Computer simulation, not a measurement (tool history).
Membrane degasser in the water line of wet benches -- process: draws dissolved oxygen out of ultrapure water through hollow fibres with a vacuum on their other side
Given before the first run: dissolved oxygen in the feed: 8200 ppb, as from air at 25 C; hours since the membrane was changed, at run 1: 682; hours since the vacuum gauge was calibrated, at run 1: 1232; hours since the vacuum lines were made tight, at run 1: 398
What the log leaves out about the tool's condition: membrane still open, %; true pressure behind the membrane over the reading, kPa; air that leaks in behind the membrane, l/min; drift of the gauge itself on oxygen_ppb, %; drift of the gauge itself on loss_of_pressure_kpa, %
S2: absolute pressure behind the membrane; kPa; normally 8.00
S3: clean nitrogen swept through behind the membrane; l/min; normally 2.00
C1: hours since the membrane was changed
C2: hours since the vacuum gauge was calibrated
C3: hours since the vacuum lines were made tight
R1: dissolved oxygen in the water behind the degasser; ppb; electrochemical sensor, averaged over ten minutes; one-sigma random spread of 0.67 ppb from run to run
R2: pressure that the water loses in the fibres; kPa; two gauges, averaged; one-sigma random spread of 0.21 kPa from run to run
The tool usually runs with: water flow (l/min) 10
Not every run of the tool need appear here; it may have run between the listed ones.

run 1 hour=0.0 | water_flow_(l/min)=10 S2=8.00 S3=2.00 | C1=682 C2=1232 C3=398 | R1=62.3 R2=50.25
run 2 hour=20.9 | water_flow_(l/min)=10 S2=8.00 S3=2.00 | C1=703 C2=1253 C3=418 | R1=61.1 R2=50.68
run 3 hour=60.5 | water_flow_(l/min)=10 S2=5.15 S3=2.00 | C1=742 C2=1293 C3=458 | R1=26.5 R2=50.62
run 4 hour=91.5 | water_flow_(l/min)=10 S2=8.00 S3=5.82 | C1=774 C2=1324 C3=489 | R1=23.1 R2=50.39
run 5 hour=112.4 | water_flow_(l/min)=10 S2=8.00 S3=5.82 | C1=794 C2=1345 C3=510 | R1=22.7 R2=50.71
run 6 hour=154.8 | water_flow_(l/min)=10 S2=8.00 S3=5.82 | C1=837 C2=1387 C3=552 | R1=22.5 R2=50.45
run 7 hour=176.9 | water_flow_(l/min)=10 S2=8.00 S3=1.22 | C1=859 C2=1409 C3=574 | R1=98.1 R2=50.79
run 8 hour=202.8 | water_flow_(l/min)=10 S2=8.00 S3=1.22 | C1=885 C2=1435 C3=600 | R1=97.9 R2=50.30
run 9 hour=246.6 | water_flow_(l/min)=10 S2=8.00 S3=1.22 | C1=929 C2=1479 C3=644 | R1=97.0 R2=50.55
run 10 hour=289.1 | water_flow_(l/min)=10 S2=8.00 S3=1.22 | C1=971 C2=1521 C3=687 | R1=97.5 R2=50.43
run 11 hour=333.8 | water_flow_(l/min)=10 S2=6.04 S3=1.22 | C1=1016 C2=1566 C3=731 | R1=58.9 R2=50.38
run 12 hour=375.2 | water_flow_(l/min)=10 S2=6.04 S3=1.22 | C1=1057 C2=1608 C3=773 | R1=60.2 R2=50.48
run 13 hour=414.1 | water_flow_(l/min)=10 S2=6.04 S3=1.22 | C1=1096 C2=1646 C3=812 | R1=59.2 R2=50.70
run 14 hour=450.4 | water_flow_(l/min)=10 S2=5.80 S3=2.00 | C1=1132 C2=1683 C3=848 | R1=35.3 R2=50.78
run 15 hour=474.7 | water_flow_(l/min)=11 S2=10.88 S3=1.55 | C1=1157 C2=1707 C3=872 | R1=135.4 R2=55.95
-- hour=478.4 vacuum gauge calibrated
run 16 hour=508.7 | water_flow_(l/min)=15 S2=4.94 S3=1.55 | C1=1190 C2=30 C3=906 | R1=53.0 R2=75.90
run 17 hour=549.9 | water_flow_(l/min)=14 S2=8.00 S3=2.00 | C1=1231 C2=71 C3=947 | R1=92.4 R2=70.83
run 18 hour=577.1 | water_flow_(l/min)=7 S2=8.00 S3=2.00 | C1=1259 C2=99 C3=974 | R1=43.7 R2=35.23
-- hour=614.7 vacuum gauge calibrated, once more
run 19 hour=616.6 | water_flow_(l/min)=8 S2=11.87 S3=2.89 | C1=1298 C2=2 C3=1013 | R1=62.0 R2=40.88
run 20 hour=660.3 | water_flow_(l/min)=9 S2=5.61 S3=2.89 | C1=1341 C2=46 C3=1057 | R1=20.6 R2=45.49
run 21 hour=702.6 | water_flow_(l/min)=9 S2=5.61 S3=2.89 | C1=1384 C2=88 C3=1099 | R1=20.6 R2=45.68
run 22 hour=723.2 | water_flow_(l/min)=9 S2=5.61 S3=2.89 | C1=1404 C2=108 C3=1120 | R1=20.0 R2=45.70
run 23 hour=757.0 | water_flow_(l/min)=9 S2=5.61 S3=2.89 | C1=1438 C2=142 C3=1154 | R1=20.6 R2=45.69
run 24 hour=776.5 | water_flow_(l/min)=13 S2=8.00 S3=2.00 | C1=1458 C2=162 C3=1173 | R1=82.7 R2=65.81
run 25 hour=798.6 | water_flow_(l/min)=14 S2=9.10 S3=1.68 | C1=1480 C2=184 C3=1195 | R1=125.5 R2=70.94
run 26 hour=829.7 | water_flow_(l/min)=14 S2=5.18 S3=1.68 | C1=1511 C2=215 C3=1226 | R1=50.4 R2=71.43
run 27 hour=852.8 | water_flow_(l/min)=14 S2=5.18 S3=1.68 | C1=1534 C2=238 C3=1249 | R1=49.5 R2=71.12

A few steps of R1 between consecutive runs. Split each: what settings, incoming material and random variation would produce without the hidden state, and what is left over for the hidden state, along with gauge scatter present in only one of the two compared results (measured, and without hidden state):
Run 6 -> 7: S3 5.82 -> 1.22. R1 +75.6 ppb: hidden state +1.4, all else +74.2.
Run 14 -> 15: water flow (l/min) 10 -> 11, S2 5.80 -> 10.88, S3 2.00 -> 1.55. R1 +100.1 ppb: hidden state +1.2, all else +98.9.
Run 15 -> 16: water flow (l/min) 11 -> 15, S2 10.88 -> 4.94, vacuum gauge calibrated. R1 -82.4 ppb: hidden state +0.3, all else -82.7.

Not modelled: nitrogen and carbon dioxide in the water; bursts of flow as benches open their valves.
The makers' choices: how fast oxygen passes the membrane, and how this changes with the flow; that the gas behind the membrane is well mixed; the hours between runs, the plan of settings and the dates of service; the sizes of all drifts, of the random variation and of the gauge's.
